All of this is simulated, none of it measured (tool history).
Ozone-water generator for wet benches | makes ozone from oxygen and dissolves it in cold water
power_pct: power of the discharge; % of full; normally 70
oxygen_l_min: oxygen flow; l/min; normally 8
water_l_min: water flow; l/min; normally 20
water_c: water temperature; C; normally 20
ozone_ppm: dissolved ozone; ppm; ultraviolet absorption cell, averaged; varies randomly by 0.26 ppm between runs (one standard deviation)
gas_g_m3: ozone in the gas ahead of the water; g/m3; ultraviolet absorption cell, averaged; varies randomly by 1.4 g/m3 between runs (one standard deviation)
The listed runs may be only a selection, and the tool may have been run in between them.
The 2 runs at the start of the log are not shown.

run 3 hour=53.1 | power_pct=70 oxygen_l_min=8 water_l_min=20 water_c=20 | ozone_ppm=37.6 gas_g_m3=257.1
run 4 hour=88.7 | power_pct=70 oxygen_l_min=8 water_l_min=20 water_c=20 | ozone_ppm=38 gas_g_m3=254.7
run 5 hour=112.8 | power_pct=70 oxygen_l_min=8 water_l_min=20 water_c=20 | ozone_ppm=37.3 gas_g_m3=254
run 6 hour=139.7 | power_pct=81 oxygen_l_min=8 water_l_min=20 water_c=20 | ozone_ppm=42.5 gas_g_m3=292.2
run 7 hour=172.7 | power_pct=70 oxygen_l_min=8 water_l_min=20 water_c=20 | ozone_ppm=37.4 gas_g_m3=256.1
run 8 hour=202.8 | power_pct=70 oxygen_l_min=8 water_l_min=20 water_c=20 | ozone_ppm=37.6 gas_g_m3=257
run 9 hour=233.9 | power_pct=70 oxygen_l_min=8 water_l_min=20 water_c=20 | ozone_ppm=37.1 gas_g_m3=253.5
run 10 hour=249.8 | power_pct=70 oxygen_l_min=8 water_l_min=20 water_c=20 | ozone_ppm=37.9 gas_g_m3=255.3
run 11 hour=288.1 | power_pct=70 oxygen_l_min=8 water_l_min=20 water_c=20 | ozone_ppm=37.5 gas_g_m3=254.6
run 12 hour=321.6 | power_pct=70 oxygen_l_min=8 water_l_min=20 water_c=16 | ozone_ppm=39.9 gas_g_m3=256.2
run 13 hour=350.8 | power_pct=70 oxygen_l_min=8 water_l_min=20 water_c=20 | ozone_ppm=36.9 gas_g_m3=251.4
run 14 hour=385.8 | power_pct=70 oxygen_l_min=8 water_l_min=22 water_c=20 | ozone_ppm=35.1 gas_g_m3=254.1
run 15 hour=410.3 | power_pct=70 oxygen_l_min=8 water_l_min=22 water_c=20 | ozone_ppm=35.1 gas_g_m3=253.6
run 16 hour=444 | power_pct=70 oxygen_l_min=8 water_l_min=22 water_c=14 | ozone_ppm=39.1 gas_g_m3=254.5
run 17 hour=469.5 | power_pct=51 oxygen_l_min=8 water_l_min=20 water_c=20 | ozone_ppm=27.8 gas_g_m3=192.6
-- hour=476.9 contactor cleaned
run 18 hour=503.1 | power_pct=51 oxygen_l_min=13.22 water_l_min=20 water_c=15 | ozone_ppm=27.4 gas_g_m3=141.1

Predict the results of run 19:
run 19 hour=529.1 | power_pct=93 oxygen_l_min=13.22 water_l_min=20 water_c=15 | ozone_ppm=? gas_g_m3=?

{"run 19": {"ozone_ppm": 46.2, "gas_g_m3": 238.1}}
Without the tool's hidden state the same run would have given ozone_ppm 50.3 ppm, gas_g_m3 255.1 g/m3.

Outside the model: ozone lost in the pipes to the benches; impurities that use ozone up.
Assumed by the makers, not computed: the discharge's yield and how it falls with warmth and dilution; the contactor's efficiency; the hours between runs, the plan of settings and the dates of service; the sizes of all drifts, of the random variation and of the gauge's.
